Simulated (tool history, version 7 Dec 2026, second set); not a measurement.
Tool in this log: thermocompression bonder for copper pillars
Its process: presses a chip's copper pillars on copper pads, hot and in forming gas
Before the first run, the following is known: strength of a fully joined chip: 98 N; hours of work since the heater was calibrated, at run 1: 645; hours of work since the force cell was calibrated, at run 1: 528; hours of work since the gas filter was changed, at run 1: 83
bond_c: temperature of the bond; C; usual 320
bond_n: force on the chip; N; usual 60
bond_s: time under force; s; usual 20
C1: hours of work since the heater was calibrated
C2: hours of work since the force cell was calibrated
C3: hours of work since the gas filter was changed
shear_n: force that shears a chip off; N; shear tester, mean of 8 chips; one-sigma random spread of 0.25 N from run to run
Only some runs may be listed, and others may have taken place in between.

Run 1, hour 0: usual settings; C1 645; C2 528; C3 83. Result: shear_n 54.9 N.
Run 2, hour 32.2: usual settings but bond_s 40 s; C1 664; C2 547; C3 102. Result: shear_n 66.9 N.
Run 3, hour 69.4: usual settings but bond_s 40 s; C1 686; C2 569; C3 123. Result: shear_n 66.6 N.
Run 4, hour 108.7: usual settings but bond_s 40 s; C1 709; C2 592; C3 147. Result: shear_n 66.2 N.
Run 5, hour 128.6: usual settings but bond_s 23 s; C1 721; C2 604; C3 158. Result: shear_n 56.8 N.
Run 6, hour 158.4: usual settings but bond_s 23 s; C1 739; C2 621; C3 176. Result: shear_n 56.7 N.
Run 7, hour 185.9: usual settings but bond_s 23 s; C1 755; C2 637; C3 192. Result: shear_n 56.6 N.
Run 8, hour 221.3: usual settings; C1 776; C2 658; C3 213. Result: shear_n 53.8 N.
Run 9, hour 255.4: usual settings; C1 796; C2 678; C3 233. Result: shear_n 53.3 N.
Run 10, hour 278.3: usual settings; C1 809; C2 692; C3 246. Result: shear_n 53.3 N.
Run 11, hour 300.5: usual settings; C1 822; C2 705; C3 259. Result: shear_n 53.8 N.
Run 12, hour 332.7: usual settings; C1 841; C2 724; C3 278. Result: shear_n 53.2 N.
Run 13, hour 365.6: usual settings; C1 861; C2 743; C3 298. Result: shear_n 53.1 N.
Run 14, hour 388.3: usual settings; C1 874; C2 756; C3 311. Result: shear_n 53.1 N.
Run 15, hour 411.3: usual settings but bond_s 18 s; C1 887; C2 770; C3 325. Result: shear_n 51.1 N.
Run 16, hour 431: usual settings but bond_s 18 s; C1 899; C2 782; C3 336. Result: shear_n 50.8 N.
Run 17, hour 468.8: usual settings but bond_s 18 s; C1 921; C2 804; C3 358. Result: shear_n 50.9 N.
Run 18, hour 496.9: usual settings; C1 938; C2 820; C3 375. Result: shear_n 52.1 N.
Run 19, hour 525.7: usual settings; C1 955; C2 837; C3 392. Result: shear_n 52.2 N.
Run 20, hour 555: usual settings but bond_n 46 N; C1 972; C2 855; C3 409. Result: shear_n 42 N.
Run 21, hour 581.6: usual settings but bond_n 52 N, bond_s 27 s; C1 988; C2 870; C3 425. Result: shear_n 51.3 N.
Run 22, hour 605.9: usual settings but bond_n 48 N; C1 1002; C2 884; C3 439. Result: shear_n 43.5 N.
At hour 614.5: forming gas filter changed.
Run 23, hour 645.8: usual settings but bond_n 48 N; C1 1025; C2 908; C3 18. Result: shear_n 48.4 N.
Run 24, hour 683.1: usual settings but bond_n 57 N; C1 1047; C2 930; C3 40. Result: shear_n 55.5 N.
Run 25, hour 720.2: usual settings but bond_c 310 C, bond_n 57 N, bond_s 13 s; C1 1069; C2 951; C3 62. Result: shear_n 42.1 N.
Run 26, hour 736.9: usual settings but bond_n 69 N, bond_s 23 s; C1 1079; C2 961; C3 72. Result: shear_n 65.7 N.
At hour 741.8: heater calibrated with a thermocouple chip.
Run 27, hour 758.4: usual settings but bond_c 326 C; C1 10; C2 973; C3 83. Result: shear_n 63.5 N.
Run 28, hour 785.3: usual settings but bond_c 298 C, bond_s 18 s; C1 26; C2 989; C3 99. Result: shear_n 44.4 N.
At hour 805.2: heater calibrated with a thermocouple chip, once more.
Run 29, hour 809: usual settings but bond_n 70 N; C1 2; C2 1001; C3 112. Result: shear_n 59.8 N.
Run 30, hour 844.2: usual settings but bond_c 300 C, bond_n 52 N, bond_s 30 s; C1 23; C2 1022; C3 133. Result: shear_n 42.1 N.
Run 31, hour 876.6: usual settings but bond_s 24 s; C1 42; C2 1041; C3 152. Result: shear_n 56.5 N.
Run 32, hour 904.5: usual settings but bond_c 335 C, bond_n 40 N, bond_s 12 s; C1 58; C2 1057; C3 168. Result: shear_n 37.5 N.
Run 33, hour 937.4: usual settings but bond_c 344 C, bond_n 40 N, bond_s 12 s; C1 78; C2 1077; C3 188. Result: shear_n 41.6 N.
Run 34, hour 957.6: usual settings but bond_c 340 C; C1 90; C2 1089; C3 199. Result: shear_n 64.2 N.
Run 35, hour 976.6: usual settings but bond_c 347 C, bond_n 61 N, bond_s 37 s; C1 101; C2 1100; C3 211. Result: shear_n 77.3 N.
Run 36, hour 1006.1: usual settings but bond_n 89 N, bond_s 25 s; C1 118; C2 1117; C3 228. Result: shear_n 71.4 N.
Run 37, hour 1026.5: usual settings but bond_n 89 N, bond_s 25 s; C1 130; C2 1129; C3 240. Result: shear_n 71.6 N.
Run 38, hour 1046.7: usual settings but bond_c 304 C, bond_n 49 N, bond_s 13 s; C1 142; C2 1141; C3 252. Result: shear_n 30.3 N.
Run 39, hour 1067: usual settings but bond_c 321 C, bond_s 55 s; C1 154; C2 1153; C3 264. Result: shear_n 69.4 N.

5 options for the next run, each taken on its own from the tool as it stands now. Forecast them:
Run A, hour 1104: usual settings but bond_c 330 C, bond_s 16 s; C1 176; C2 1175; C3 286. Result: shear_n ?.
Run B, hour 1104: usual settings but bond_c 321 C, bond_s 51 s; C1 176; C2 1175; C3 286. Result: shear_n ?.
Run C, hour 1104: usual settings but bond_c 334 C, bond_s 55 s; C1 176; C2 1175; C3 286. Result: shear_n ?.
Run D, hour 1104: usual settings but bond_c 321 C, bond_n 55 N, bond_s 37 s; C1 176; C2 1175; C3 286. Result: shear_n ?.
Run E, hour 1104: usual settings but bond_c 305 C, bond_n 40 N, bond_s 18 s; C1 176; C2 1175; C3 286. Result: shear_n ?.

run  shear_n
  A     53.7
  B     67.8
  C     75.8
  D     59.1
  E     28.3
What these runs would have given with no unlogged condition in the tool:
run  shear_n
  A     55.4
  B     70.6
  C     79.6
  D     61.2
  E     28.8
